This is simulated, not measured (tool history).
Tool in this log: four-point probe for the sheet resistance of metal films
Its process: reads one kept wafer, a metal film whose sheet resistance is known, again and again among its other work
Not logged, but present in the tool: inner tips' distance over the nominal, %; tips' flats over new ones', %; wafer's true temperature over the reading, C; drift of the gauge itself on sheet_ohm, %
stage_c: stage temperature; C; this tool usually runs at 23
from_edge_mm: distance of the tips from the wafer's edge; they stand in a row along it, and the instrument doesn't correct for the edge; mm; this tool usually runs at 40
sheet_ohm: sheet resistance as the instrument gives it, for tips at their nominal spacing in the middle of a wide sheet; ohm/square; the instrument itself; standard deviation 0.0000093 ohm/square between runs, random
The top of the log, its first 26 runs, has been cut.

| run | hour | stage_c | from_edge_mm | touches since the probe head was changed | hours of work since the stage's thermometer was calibrated | sheet_ohm |
|---|---|---|---|---|---|---|
| 27 | 2581.6 | 18 | 15 | 78909 | 470 | 0.046890 |
| 28 | 2688.5 | 28 | 37 | 81734 | 522 | 0.046581 |
| 29 | 2780.9 | 25 | 3 | 84173 | 567 | 0.047335 |
| 30 | 2902.8 | 28 | 12 | 87394 | 626 | 0.046623 |
| 31 | 2965.0 | 23 | 4 | 89036 | 657 | 0.047099 |
|  | 2981.0 | new probe head fitted |
| 32 | 3076.2 | 32 | 43 | 2515 | 710 | 0.046456 |
| 33 | 3205.8 | 32 | 43 | 5938 | 773 | 0.046469 |
| 34 | 3304.9 | 23 | 52 | 8556 | 822 | 0.046696 |
| 35 | 3397.4 | 27 | 67 | 10998 | 867 | 0.046596 |
| 36 | 3474.1 | 27 | 4 | 13026 | 904 | 0.046982 |
| 37 | 3534.8 | 21 | 8 | 14627 | 933 | 0.046867 |

Branching from run 37: 5 alternative next runs. What would each branch give?
| A | 3670.5 | 21 | 14 | 18212 | 999 | ? |
| B | 3670.5 | 33 | 29 | 18212 | 999 | ? |
| C | 3670.5 | 21 | 9 | 18212 | 999 | ? |
| D | 3670.5 | 21 | 44 | 18212 | 999 | ? |
| E | 3670.5 | 27 | 3 | 18212 | 999 | ? |

| run | sheet_ohm |
|---|---|
| A | 0.046781 |
| B | 0.046434 |
| C | 0.046824 |
| D | 0.046781 |
| E | 0.047278 |
Without the tool's unlogged condition, the same runs would have read:
| run | sheet_ohm |
|---|---|
| A | 0.046779 |
| B | 0.046433 |
| C | 0.046823 |
| D | 0.046780 |
| E | 0.047276 |

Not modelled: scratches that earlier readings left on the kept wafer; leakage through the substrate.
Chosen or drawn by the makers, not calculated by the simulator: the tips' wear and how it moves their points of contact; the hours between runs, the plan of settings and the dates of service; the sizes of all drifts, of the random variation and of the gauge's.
